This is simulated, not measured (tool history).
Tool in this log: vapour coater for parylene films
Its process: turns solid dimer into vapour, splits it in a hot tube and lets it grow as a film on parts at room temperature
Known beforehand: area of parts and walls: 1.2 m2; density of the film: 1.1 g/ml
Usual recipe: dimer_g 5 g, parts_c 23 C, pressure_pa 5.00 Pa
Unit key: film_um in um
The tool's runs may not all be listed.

run,hour,dimer_g,parts_c,pressure_pa,film_um
1,0.0,5,23,5.00,1.93
2,45.9,5,23,5.00,1.92
3,71.9,5,34,5.00,1.15
4,97.2,5,34,7.37,1.08
5,125.8,5,34,7.37,1.07
6,151.7,5,34,7.37,1.06
7,192.7,5,34,7.37,1.08
8,232.2,5,23,5.00,1.87
9,271.6,5,23,5.00,1.87
10,295.4,5,23,3.72,1.97
11,338.5,5,18,5.00,2.33
12,372.2,5,18,5.00,2.33
13,393.4,5,18,5.00,2.34
14,426.9,5,15,5.00,2.67
# hour 445.7: trap's valve overhauled
15,476.9,5,15,5.00,2.82
16,508.9,5,15,5.00,2.79
17,528.6,5,15,4.20,2.89
18,572.7,5,32,5.00,1.27
19,608.5,5,32,5.00,1.26
20,649.8,5,32,5.00,1.28
21,689.8,5,32,10.75,1.08
22,713.4,5,30,5.00,1.40
23,757.8,5,15,8.92,2.43
24,789.3,5,30,5.00,1.36
25,832.3,2,18,5.00,0.96
26,852.9,6,20,5.00,2.55
27,874.6,6,20,5.00,2.57
28,907.0,5,27,5.00,1.54
# hour 927.6: trap's valve overhauled
29,942.0,5,34,2.75,1.35
30,969.3,3,18,2.69,1.68
31,1008.4,6,18,5.17,2.94
32,1040.6,5,22,10.44,1.79
33,1078.8,5,22,10.44,1.78
34,1108.7,5,23,2.22,2.27
35,1140.9,3,25,11.05,0.91
36,1178.1,5,19,2.79,2.60
37,1220.6,3,19,2.98,1.53
38,1240.5,5,24,6.87,1.72
39,1269.0,7,21,2.47,3.36
40,1307.5,2,31,7.77,0.48
41,1353.1,2,24,11.52,0.62
42,1382.1,2,17,5.00,0.99
# hour 1407.1: trap's valve overhauled
43,1410.5,3,23,7.65,1.08

Measured minus without-hidden-state, run by run (identical run-to-run variation in each term; gauge scatter may differ):
Hidden state present: vapour lost through the trap's worn valve, %; true temperature of the parts over the reading, C; drift of the gauge itself on film_um, %.
run,film_um
1,+0.01
2,-0.01
3,-0.01
4,-0.01
5,-0.01
6,-0.02
7,-0.02
8,-0.05
9,-0.05
10,-0.07
11,-0.10
12,-0.10
13,-0.11
14,-0.14
15,+0.02
16,+0.01
17,+0.00
18,-0.01
19,-0.01
20,-0.02
21,-0.02
22,-0.03
23,-0.07
24,-0.04
25,-0.04
26,-0.10
27,-0.11
28,-0.07
29,+0.03
30,+0.04
31,+0.05
32,+0.02
33,+0.01
34,+0.02
35,+0.00
36,-0.01
37,-0.02
38,-0.02
39,-0.05
40,-0.01
41,-0.01
42,-0.03
43,+0.04
